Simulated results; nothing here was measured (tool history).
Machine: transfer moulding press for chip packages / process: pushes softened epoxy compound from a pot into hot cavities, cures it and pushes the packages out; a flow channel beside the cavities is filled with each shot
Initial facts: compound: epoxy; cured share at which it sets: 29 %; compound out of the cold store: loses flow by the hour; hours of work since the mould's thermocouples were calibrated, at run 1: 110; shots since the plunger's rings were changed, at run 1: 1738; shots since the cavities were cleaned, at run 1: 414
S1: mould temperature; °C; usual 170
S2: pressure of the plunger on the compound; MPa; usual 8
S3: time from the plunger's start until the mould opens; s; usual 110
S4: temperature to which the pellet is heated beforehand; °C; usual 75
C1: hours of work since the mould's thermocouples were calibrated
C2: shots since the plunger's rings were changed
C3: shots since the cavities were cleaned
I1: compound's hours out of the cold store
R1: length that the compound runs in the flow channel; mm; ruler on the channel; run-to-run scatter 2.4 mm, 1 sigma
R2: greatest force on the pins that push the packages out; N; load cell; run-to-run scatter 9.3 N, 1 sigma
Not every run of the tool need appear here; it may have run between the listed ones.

| run | hour | S1 | S2 | S3 | S4 | C1 | C2 | C3 | I1 | R1 | R2 |
|---|---|---|---|---|---|---|---|---|---|---|---|
| 1 | 0 | 170 | 8 | 110 | 75 | 110 | 1738 | 414 | 31.9 | 609 | 605 |
| 2 | 23.5 | 170 | 6.53 | 110 | 75 | 121 | 1913 | 589 | 42.4 | 518 | 637 |
| 3 | 33 | 170 | 6.53 | 110 | 75 | 126 | 1984 | 660 | 30.7 | 553 | 689 |
| 4 | 46.7 | 170 | 8 | 95 | 75 | 132 | 2086 | 762 | 40 | 585 | 773 |
| 5 | 57.4 | 170 | 8 | 95 | 75 | 137 | 2165 | 841 | 43.3 | 560 | 773 |
| 6 | 67.2 | 170 | 8 | 95 | 75 | 142 | 2239 | 915 | 20.3 | 653 | 757 |
| 7 | 79.7 | 170 | 8 | 95 | 75 | 148 | 2332 | 1008 | 35 | 593 | 799 |
|  | 87 | cavities cleaned with cleaning compound and waxed |
| 8 | 92.3 | 170 | 8 | 110 | 75 | 153 | 2414 | 39 | 20.8 | 650 | 440 |
| 9 | 110.1 | 170 | 8 | 110 | 75 | 162 | 2547 | 172 | 12.7 | 686 | 503 |
| 10 | 122.7 | 170 | 8 | 140 | 75 | 168 | 2641 | 266 | 22.3 | 648 | 512 |
| 11 | 133.7 | 178 | 8 | 110 | 75 | 173 | 2723 | 348 | 43.2 | 547 | 549 |
| 12 | 152.2 | 165 | 7.91 | 134 | 71 | 182 | 2861 | 486 | 9.4 | 710 | 625 |
| 13 | 172 | 165 | 7.87 | 134 | 84 | 191 | 3009 | 634 | 11.9 | 695 | 645 |

The next listed run, before its measurement:
| 14 | 186.9 | 170 | 6.86 | 110 | 66 | 198 | 3119 | 744 | 36.6 | ? | ? |

R1: 540 mm
R2: 663 N
On a tool with no hidden condition, and with the same random variation, this run would have come out at R1 554 mm, R2 413 N.
